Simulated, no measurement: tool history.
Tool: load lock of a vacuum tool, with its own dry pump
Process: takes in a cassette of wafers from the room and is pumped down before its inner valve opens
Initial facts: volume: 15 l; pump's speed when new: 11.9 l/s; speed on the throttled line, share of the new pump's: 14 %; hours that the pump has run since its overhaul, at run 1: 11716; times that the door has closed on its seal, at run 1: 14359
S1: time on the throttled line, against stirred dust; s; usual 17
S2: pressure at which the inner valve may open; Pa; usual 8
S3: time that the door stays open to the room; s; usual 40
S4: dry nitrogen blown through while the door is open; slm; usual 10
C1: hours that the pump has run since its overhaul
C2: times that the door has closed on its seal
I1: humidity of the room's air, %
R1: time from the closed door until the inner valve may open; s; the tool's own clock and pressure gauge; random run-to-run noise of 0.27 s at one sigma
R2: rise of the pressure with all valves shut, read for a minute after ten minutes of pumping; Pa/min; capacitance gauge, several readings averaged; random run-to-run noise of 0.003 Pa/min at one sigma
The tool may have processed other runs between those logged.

run	hour	S1	S2	S3	S4	C1	C2	I1	R1	R2
1	0.0	17	8	40	10	11716	14359	48.3	28.4	0.120
2	326.3	17	8	40	10	12042	14795	43.2	28.0	0.125
3	573.6	17	8	40	31	12289	15125	43.5	29.1	0.107
4	898.2	17	8	40	31	12614	15558	42.9	29.0	0.115
5	1133.9	17	8	40	28	12850	15872	46.6	28.4	0.117
6	1408.4	17	8	40	10	13124	16238	46.9	28.8	0.134
7	1727.0	17	8	40	10	13443	16663	41.8	28.7	0.132
8	1925.3	17	8	40	10	13641	16928	45.9	29.4	0.135
9	2263.3	17	8	40	10	13979	17379	45.8	29.1	0.145
10	2514.2	17	8	40	10	14230	17713	42.8	28.9	0.143
11	2758.6	17	8	40	10	14474	18039	46.2	29.3	0.140
12	2919.3	17	8	65	10	14635	18254	40.6	28.7	0.156
13	3197.8	17	8	65	10	14914	18625	46.8	28.9	0.165
14	3354.6	17	8	65	10	15070	18834	44.1	28.8	0.162
15	3541.0	17	8	65	10	15257	19083	43.5	29.7	0.169
16	3851.5	24	8	65	10	15567	19497	45.5	35.3	0.174
17	4107.0	24	8	65	10	15823	19838	45.6	35.4	0.179
18	4428.5	24	8	65	10	16144	20267	44.4	35.6	0.179
19	4689.8	21	8	40	10	16406	20616	47.6	33.2	0.169
20	4990.5	21	8	40	10	16706	21017	46.7	32.8	0.168
21	5203.3	33	9	38	10	16919	21301	46.1	42.5	0.172
22	5424.1	33	9	38	10	17140	21595	45.8	42.4	0.169
23	5583.0	33	9	38	10	17299	21807	44.9	42.2	0.170
24	5886.9	33	9	38	10	17603	22212	45.3	42.8	0.179
25	6168.8	33	9	38	10	17885	22589	43.5	43.2	0.182
26	6325.0	21	7	117	14	18041	22797	43.0	33.2	0.217
27	6565.0	20	7	117	14	18281	23117	44.4	32.6	0.218
28	6923.8	17	6	196	6	18640	23596	46.1	30.4	0.289
29	7136.1	9	6	196	15	18852	23879	48.9	24.2	0.263
30	7408.8	26	11	109	6	19125	24243	41.5	36.7	0.241
31	7605.2	26	11	109	6	19321	24505	47.6	37.1	0.256
32	7843.4	31	6	61	8	19559	24822	46.3	41.4	0.222
33	8146.9	31	6	61	8	19863	25227	46.7	41.8	0.231
34	8429.2	17	8	116	10	20145	25604	45.6	29.9	0.253
35	8626.2	14	7	36	5	20342	25867	43.0	28.2	0.222
36	8857.0	16	12	109	9	20573	26175	46.1	28.7	0.258
37	9116.5	16	12	109	9	20832	26521	49.1	28.8	0.267
38	9431.8	17	11	40	11	21148	26941	44.5	29.4	0.219

Results per run with the tool's hidden condition removed, run-to-run variation unchanged:
Hidden state present: pump's speed, % of a new pump's; leak at the door's seal, Pa l/s; drift of the gauge itself on ready_s, %; drift of the gauge itself on rise_pa_min, %.
run	R1	R2
1	26.6	0.051
2	26.2	0.053
3	27.2	0.033
4	27.1	0.038
5	26.4	0.037
6	26.8	0.051
7	26.6	0.046
8	27.2	0.048
9	26.9	0.054
10	26.7	0.049
11	27.0	0.046
12	26.4	0.057
13	26.5	0.066
14	26.4	0.061
15	27.2	0.062
16	33.0	0.068
17	33.1	0.069
18	33.3	0.065
19	30.7	0.054
20	30.3	0.050
21	40.4	0.048
22	40.3	0.046
23	40.1	0.046
24	40.6	0.049
25	41.0	0.049
26	30.4	0.082
27	29.6	0.080
28	27.2	0.147
29	20.6	0.117
30	34.1	0.092
31	34.5	0.106
32	38.6	0.068
33	39.0	0.072
34	26.5	0.091
35	24.6	0.057
36	25.4	0.092
37	25.4	0.097
38	25.9	0.046
